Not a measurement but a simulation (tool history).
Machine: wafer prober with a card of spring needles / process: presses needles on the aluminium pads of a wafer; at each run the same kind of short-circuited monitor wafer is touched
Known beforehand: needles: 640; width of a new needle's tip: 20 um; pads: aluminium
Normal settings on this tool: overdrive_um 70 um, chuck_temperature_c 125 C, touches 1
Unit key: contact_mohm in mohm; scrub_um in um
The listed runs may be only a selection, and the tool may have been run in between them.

run    hour  overdrive_um  chuck_temperature_c  touches  contact_mohm  scrub_um
  1     0.0            70                  125        1           223    13.849
        8.0  -- tips cleaned on abrasive film
       18.6  -- tips cleaned on abrasive film
       31.9  -- tips cleaned on abrasive film
       42.5  -- tips cleaned on abrasive film
       53.1  -- tips cleaned on abrasive film
  2    56.1            70                  125        1           216    13.799
       64.1  -- tips cleaned on abrasive film
       72.3  -- height of the first contact set anew
       77.6  -- tips cleaned on abrasive film
       90.9  -- tips cleaned on abrasive film
      102.8  -- tips cleaned on abrasive film
  3   102.8            70                  125        1           204    13.924
      116.0  -- tips cleaned on abrasive film
      129.3  -- tips cleaned on abrasive film
  4   138.5            70                  125        1           231    13.910
      141.3  -- tips cleaned on abrasive film
      154.5  -- tips cleaned on abrasive film
      165.1  -- tips cleaned on abrasive film
      175.7  -- tips cleaned on abrasive film
  5   179.4            70                  125        1           221    13.861
      187.4  -- tips cleaned on abrasive film
      200.6  -- tips cleaned on abrasive film
      211.2  -- tips cleaned on abrasive film
      224.5  -- tips cleaned on abrasive film
      235.1  -- tips cleaned on abrasive film
      245.7  -- tips cleaned on abrasive film
      257.7  -- tips cleaned on abrasive film
  6   257.7            70                  125        1           200    13.806
      268.3  -- tips cleaned on abrasive film
      281.5  -- tips cleaned on abrasive film
      281.8  -- height of the first contact set anew
      292.5  -- tips cleaned on abrasive film
  7   302.4            70                   47        1           218    13.928
      305.1  -- tips cleaned on abrasive film
      315.8  -- tips cleaned on abrasive film
      326.4  -- tips cleaned on abrasive film
      339.6  -- tips cleaned on abrasive film
      350.2  -- tips cleaned on abrasive film
      363.5  -- tips cleaned on abrasive film
      374.1  -- tips cleaned on abrasive film
  8   381.1            70                   47        1           218    13.874
      386.5  -- tips cleaned on abrasive film
      399.7  -- tips cleaned on abrasive film
      410.4  -- tips cleaned on abrasive film
      423.6  -- tips cleaned on abrasive film
      434.2  -- tips cleaned on abrasive film
      447.5  -- tips cleaned on abrasive film
  9   453.2            70                   47        1           214    13.820
      458.6  -- tips cleaned on abrasive film
      469.2  -- tips cleaned on abrasive film
      479.8  -- tips cleaned on abrasive film
      490.7  -- height of the first contact set anew
      493.4  -- tips cleaned on abrasive film
      504.2  -- tips cleaned on abrasive film
 10   504.2            66                  125        1           202    13.133
      514.8  -- tips cleaned on abrasive film
      525.4  -- tips cleaned on abrasive film
      538.7  -- tips cleaned on abrasive film
 11   547.1            66                  125        1           239    13.106
      549.8  -- tips cleaned on abrasive film
      563.1  -- tips cleaned on abrasive film
      573.7  -- tips cleaned on abrasive film
      584.3  -- tips cleaned on abrasive film
 12   589.6            66                  125        1           228    13.084
      597.5  -- tips cleaned on abrasive film
      610.8  -- tips cleaned on abrasive film
      621.4  -- tips cleaned on abrasive film
      634.7  -- tips cleaned on abrasive film
      645.3  -- tips cleaned on abrasive film
 13   648.4            66                  125        1           224    13.031
      656.4  -- tips cleaned on abrasive film
      669.7  -- tips cleaned on abrasive film
      680.3  -- tips cleaned on abrasive film
 14   690.0            66                  125        1           241    13.015
      692.7  -- tips cleaned on abrasive film
      698.3  -- height of the first contact set anew
      703.6  -- tips cleaned on abrasive film
      714.3  -- tips cleaned on abrasive film
      724.9  -- tips cleaned on abrasive film
      735.5  -- tips cleaned on abrasive film
      747.8  -- tips cleaned on abrasive film
 15   747.8            66                  125        1           203    13.099
      758.4  -- tips cleaned on abrasive film
      771.7  -- tips cleaned on abrasive film
      782.3  -- tips cleaned on abrasive film
      795.6  -- tips cleaned on abrasive film
      806.2  -- tips cleaned on abrasive film
      816.8  -- tips cleaned on abrasive film
 16   825.7            69                  115        2           217    13.649
      828.4  -- tips cleaned on abrasive film
      841.6  -- tips cleaned on abrasive film
      852.3  -- tips cleaned on abrasive film
      862.9  -- tips cleaned on abrasive film
 17   873.4            69                  115        2           220    13.608
      876.1  -- tips cleaned on abrasive film
      889.3  -- tips cleaned on abrasive film
      900.0  -- tips cleaned on abrasive film
      905.5  -- height of the first contact set anew
 18   909.0            66                  115        2           222    13.141
      911.7  -- tips cleaned on abrasive film
      922.3  -- tips cleaned on abrasive film
      935.6  -- tips cleaned on abrasive film
 19   944.1            58                   72        1           244    11.514
      946.8  -- tips cleaned on abrasive film
      957.4  -- tips cleaned on abrasive film
      970.7  -- tips cleaned on abrasive film
      983.9  -- tips cleaned on abrasive film
      995.9  -- card fitted with new needles
     1009.2  -- tips cleaned on abrasive film
 20  1010.5            58                   72        1           205    11.547
     1021.1  -- tips cleaned on abrasive film
     1034.3  -- tips cleaned on abrasive film
     1047.6  -- tips cleaned on abrasive film
     1060.8  -- tips cleaned on abrasive film
 21  1062.9            58                   72        1           211    11.503
     1073.6  -- tips cleaned on abrasive film
     1084.2  -- tips cleaned on abrasive film
     1097.4  -- tips cleaned on abrasive film
     1108.0  -- tips cleaned on abrasive film
     1121.3  -- tips cleaned on abrasive film
     1134.5  -- tips cleaned on abrasive film
 22  1135.9            54                   86        3           203    10.660
     1146.5  -- tips cleaned on abrasive film
     1157.2  -- tips cleaned on abrasive film
     1170.4  -- tips cleaned on abrasive film
     1181.0  -- tips cleaned on abrasive film
 23  1187.3            70                  125        2           212    13.813
     1192.7  -- tips cleaned on abrasive film
     1203.3  -- tips cleaned on abrasive film
     1203.6  -- height of the first contact set anew
     1214.2  -- tips cleaned on abrasive film
     1224.8  -- tips cleaned on abrasive film
 24  1232.2            70                  125        2           212    13.925

Forecast run 25:
     1237.5  -- tips cleaned on abrasive film
     1248.2  -- tips cleaned on abrasive film
     1261.4  -- tips cleaned on abrasive film
     1274.7  -- tips cleaned on abrasive film
     1285.3  -- tips cleaned on abrasive film
     1296.8  -- tips cleaned on abrasive film
 25  1296.8            53                   91        2             ?         ?

Run 25 measured contact_mohm 199 mohm, scrub_um 10.494 um.
Minus the tool's unlogged condition, the same run would have read contact_mohm 194 mohm, scrub_um 10.564 um.

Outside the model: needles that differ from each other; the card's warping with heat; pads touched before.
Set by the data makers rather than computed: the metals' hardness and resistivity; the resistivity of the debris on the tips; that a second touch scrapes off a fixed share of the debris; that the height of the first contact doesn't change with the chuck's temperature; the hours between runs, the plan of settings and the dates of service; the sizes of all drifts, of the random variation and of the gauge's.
